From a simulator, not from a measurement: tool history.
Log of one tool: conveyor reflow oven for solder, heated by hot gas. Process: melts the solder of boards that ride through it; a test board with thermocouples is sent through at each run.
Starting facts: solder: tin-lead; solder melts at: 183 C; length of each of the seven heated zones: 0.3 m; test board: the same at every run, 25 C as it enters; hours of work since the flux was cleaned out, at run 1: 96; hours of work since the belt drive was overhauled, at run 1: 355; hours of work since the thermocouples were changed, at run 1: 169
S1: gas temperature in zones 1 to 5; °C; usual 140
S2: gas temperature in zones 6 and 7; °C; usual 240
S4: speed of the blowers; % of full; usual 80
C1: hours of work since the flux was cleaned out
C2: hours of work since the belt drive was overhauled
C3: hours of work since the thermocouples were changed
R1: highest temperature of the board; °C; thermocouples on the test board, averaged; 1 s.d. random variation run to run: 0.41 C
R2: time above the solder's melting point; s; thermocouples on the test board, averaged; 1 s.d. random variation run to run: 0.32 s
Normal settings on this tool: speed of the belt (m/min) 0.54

{"run": 1, "hour": 0.0, "S1": 140, "S2": 240, "speed of the belt (m/min)": 0.54, "S4": 80, "C1": 96, "C2": 355, "C3": 169, "R1": 218.3, "R2": 50.7}
{"run": 2, "hour": 14.5, "S1": 140, "S2": 240, "speed of the belt (m/min)": 0.54, "S4": 80, "C1": 104, "C2": 363, "C3": 177, "R1": 218.5, "R2": 50.5}
{"run": 3, "hour": 39.9, "S1": 140, "S2": 240, "speed of the belt (m/min)": 0.54, "S4": 80, "C1": 118, "C2": 377, "C3": 191, "R1": 218.4, "R2": 50}
{"run": 4, "hour": 65.1, "S1": 140, "S2": 240, "speed of the belt (m/min)": 0.54, "S4": 80, "C1": 132, "C2": 391, "C3": 205, "R1": 218, "R2": 51}
{"run": 5, "hour": 84.2, "S1": 140, "S2": 240, "speed of the belt (m/min)": 0.54, "S4": 80, "C1": 142, "C2": 402, "C3": 216, "R1": 218.3, "R2": 49.9}
{"run": 6, "hour": 95.2, "S1": 140, "S2": 240, "speed of the belt (m/min)": 0.597, "S4": 80, "C1": 149, "C2": 408, "C3": 222, "R1": 213.5, "R2": 41.9}
{"run": 7, "hour": 110.5, "S1": 140, "S2": 240, "speed of the belt (m/min)": 0.54, "S4": 69, "C1": 157, "C2": 416, "C3": 230, "R1": 215.5, "R2": 48.9}

Predict the results of run 8:
{"run": 8, "hour": 129.3, "S1": 134, "S2": 240, "speed of the belt (m/min)": 0.5, "S4": 69, "C1": 168, "C2": 427, "C3": 241, "R1": "?", "R2": "?"}

R1: 217.2 °C
R2: 52.2 s
Without the tool's hidden state the same run would have given R1 219.2 °C, R2 53.5 s.
